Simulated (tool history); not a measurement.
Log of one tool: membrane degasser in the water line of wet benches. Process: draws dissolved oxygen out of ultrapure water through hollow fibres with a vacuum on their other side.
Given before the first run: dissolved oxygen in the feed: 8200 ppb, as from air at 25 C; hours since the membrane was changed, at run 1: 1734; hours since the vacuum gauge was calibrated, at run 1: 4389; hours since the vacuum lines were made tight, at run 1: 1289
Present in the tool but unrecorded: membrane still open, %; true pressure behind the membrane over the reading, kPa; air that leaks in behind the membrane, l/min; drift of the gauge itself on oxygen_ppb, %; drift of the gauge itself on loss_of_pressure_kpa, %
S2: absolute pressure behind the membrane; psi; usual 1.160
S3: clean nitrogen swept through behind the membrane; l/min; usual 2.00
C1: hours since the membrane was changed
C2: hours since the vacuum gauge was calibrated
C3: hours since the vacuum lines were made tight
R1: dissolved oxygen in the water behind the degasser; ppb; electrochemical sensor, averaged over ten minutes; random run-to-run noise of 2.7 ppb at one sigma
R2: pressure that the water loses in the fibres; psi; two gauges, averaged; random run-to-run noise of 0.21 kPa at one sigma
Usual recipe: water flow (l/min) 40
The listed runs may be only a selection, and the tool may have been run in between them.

{"run": 1, "hour": 0.0, "water flow (l/min)": 40, "S2": 1.16, "S3": 2.0, "C1": 1734, "C2": 4389, "C3": 1289, "R1": 338.7, "R2": 7.583}
{"run": 2, "hour": 50.0, "water flow (l/min)": 40, "S2": 1.16, "S3": 2.0, "C1": 1783, "C2": 4439, "C3": 1339, "R1": 349.7, "R2": 7.546}
{"run": 3, "hour": 82.2, "water flow (l/min)": 40, "S2": 1.16, "S3": 2.0, "C1": 1816, "C2": 4471, "C3": 1371, "R1": 339.8, "R2": 7.568}
{"run": 4, "hour": 142.9, "water flow (l/min)": 40, "S2": 1.16, "S3": 0.94, "C1": 1876, "C2": 4532, "C3": 1432, "R1": 516.8, "R2": 7.591}
{"run": 5, "hour": 202.9, "water flow (l/min)": 40, "S2": 1.16, "S3": 0.94, "C1": 1936, "C2": 4591, "C3": 1492, "R1": 525.9, "R2": 7.541}
{"run": 6, "hour": 233.6, "water flow (l/min)": 26, "S2": 1.16, "S3": 2.0, "C1": 1967, "C2": 4622, "C3": 1522, "R1": 171.8, "R2": 4.959}
{"run": 7, "hour": 270.8, "water flow (l/min)": 26, "S2": 1.16, "S3": 2.0, "C1": 2004, "C2": 4659, "C3": 1560, "R1": 173.6, "R2": 4.905}
{"run": 8, "hour": 304.5, "water flow (l/min)": 40, "S2": 0.718, "S3": 2.0, "C1": 2038, "C2": 4693, "C3": 1593, "R1": 212.1, "R2": 7.565}
{"run": 9, "hour": 340.1, "water flow (l/min)": 62, "S2": 0.718, "S3": 2.32, "C1": 2074, "C2": 4729, "C3": 1629, "R1": 588.2, "R2": 11.689}
{"run": 10, "hour": 376.9, "water flow (l/min)": 62, "S2": 0.718, "S3": 2.32, "C1": 2110, "C2": 4765, "C3": 1666, "R1": 584.7, "R2": 11.742}
{"run": 11, "hour": 405.0, "water flow (l/min)": 62, "S2": 0.718, "S3": 2.32, "C1": 2139, "C2": 4794, "C3": 1694, "R1": 584.8, "R2": 11.705}
{"run": 12, "hour": 466.2, "water flow (l/min)": 27, "S2": 2.109, "S3": 2.72, "C1": 2200, "C2": 4855, "C3": 1755, "R1": 283.6, "R2": 5.123}
{"run": 13, "hour": 510.4, "water flow (l/min)": 36, "S2": 0.95, "S3": 1.13, "C1": 2244, "C2": 4899, "C3": 1799, "R1": 318.3, "R2": 6.836}
{"run": 14, "hour": 537.5, "water flow (l/min)": 42, "S2": 2.147, "S3": 1.13, "C1": 2271, "C2": 4926, "C3": 1826, "R1": 949.0, "R2": 7.996}
{"run": 15, "hour": 579.0, "water flow (l/min)": 37, "S2": 2.147, "S3": 5.36, "C1": 2313, "C2": 4968, "C3": 1868, "R1": 284.1, "R2": 6.971}

Difference, measured minus no-hidden-state, one row per run. Run-to-run variation is common to both terms; the gauge's own scatter need not be:
run=1 R1=+14.4 R2=+0.073
run=2 R1=+15.0 R2=+0.073
run=3 R1=+14.7 R2=+0.075
run=4 R1=+21.9 R2=+0.077
run=5 R1=+22.7 R2=+0.080
run=6 R1=+8.9 R2=+0.052
run=7 R1=+9.0 R2=+0.054
run=8 R1=+15.7 R2=+0.083
run=9 R1=+27.2 R2=+0.132
run=10 R1=+27.3 R2=+0.133
run=11 R1=+27.6 R2=+0.136
run=12 R1=+8.4 R2=+0.061
run=13 R1=+20.0 R2=+0.084
run=14 R1=+22.1 R2=+0.097
run=15 R1=+9.9 R2=+0.088
